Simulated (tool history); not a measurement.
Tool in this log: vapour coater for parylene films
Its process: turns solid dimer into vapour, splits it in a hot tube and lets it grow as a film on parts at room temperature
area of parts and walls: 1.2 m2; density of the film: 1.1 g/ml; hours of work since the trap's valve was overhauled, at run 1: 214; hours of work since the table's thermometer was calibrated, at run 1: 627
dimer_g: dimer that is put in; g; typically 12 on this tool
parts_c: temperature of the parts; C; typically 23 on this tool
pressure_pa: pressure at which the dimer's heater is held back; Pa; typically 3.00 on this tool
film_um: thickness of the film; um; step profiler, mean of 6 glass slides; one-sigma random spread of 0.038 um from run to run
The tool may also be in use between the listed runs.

| run | hour | dimer_g | parts_c | pressure_pa | hours of work since the trap's valve was overhauled | hours of work since the table's thermometer was calibrated | film_um |
|---|---|---|---|---|---|---|---|
| 1 | 0.0 | 12 | 23 | 3.00 | 214 | 627 | 4.93 |
| 2 | 16.6 | 9 | 23 | 3.00 | 228 | 640 | 3.69 |
| 3 | 34.1 | 12 | 23 | 3.00 | 242 | 654 | 4.86 |
| 4 | 51.3 | 12 | 23 | 3.00 | 256 | 668 | 4.84 |
| 5 | 80.4 | 12 | 23 | 3.00 | 279 | 691 | 4.80 |
| 6 | 100.4 | 12 | 25 | 3.00 | 295 | 707 | 4.55 |
| 7 | 122.3 | 12 | 23 | 6.21 | 313 | 725 | 4.46 |
| 8 | 156.3 | 12 | 23 | 6.21 | 340 | 752 | 4.41 |
| 9 | 173.6 | 12 | 23 | 6.21 | 354 | 766 | 4.39 |
| 10 | 205.8 | 12 | 23 | 6.21 | 380 | 792 | 4.33 |
|  | 221.3 | trap's valve overhauled |
| 11 | 235.3 | 12 | 31 | 3.00 | 11 | 813 | 3.88 |
| 12 | 272.5 | 12 | 26 | 6.77 | 41 | 843 | 4.13 |
|  | 276.5 | table's thermometer calibrated |
| 13 | 309.2 | 12 | 26 | 6.77 | 70 | 26 | 4.16 |
| 14 | 349.5 | 12 | 26 | 6.77 | 102 | 59 | 4.14 |
| 15 | 376.7 | 15 | 21 | 6.77 | 124 | 81 | 6.24 |
| 16 | 402.1 | 12 | 23 | 6.47 | 144 | 101 | 4.66 |
| 17 | 426.6 | 6 | 25 | 5.72 | 164 | 121 | 2.17 |
| 18 | 458.9 | 7 | 16 | 6.91 | 190 | 147 | 3.46 |
|  | 470.5 | table's thermometer calibrated, once more |
| 19 | 500.0 | 6 | 23 | 6.91 | 222 | 24 | 2.22 |
| 20 | 519.2 | 6 | 23 | 6.91 | 238 | 39 | 2.17 |

For run 21, what comes out?
| 21 | 538.7 | 6 | 23 | 6.91 | 253 | 55 | ? |

{"run 21": {"film_um": 2.16}}
Were there no unlogged condition in the tool, this run, its random variation unchanged, would have produced film_um 2.29 um.

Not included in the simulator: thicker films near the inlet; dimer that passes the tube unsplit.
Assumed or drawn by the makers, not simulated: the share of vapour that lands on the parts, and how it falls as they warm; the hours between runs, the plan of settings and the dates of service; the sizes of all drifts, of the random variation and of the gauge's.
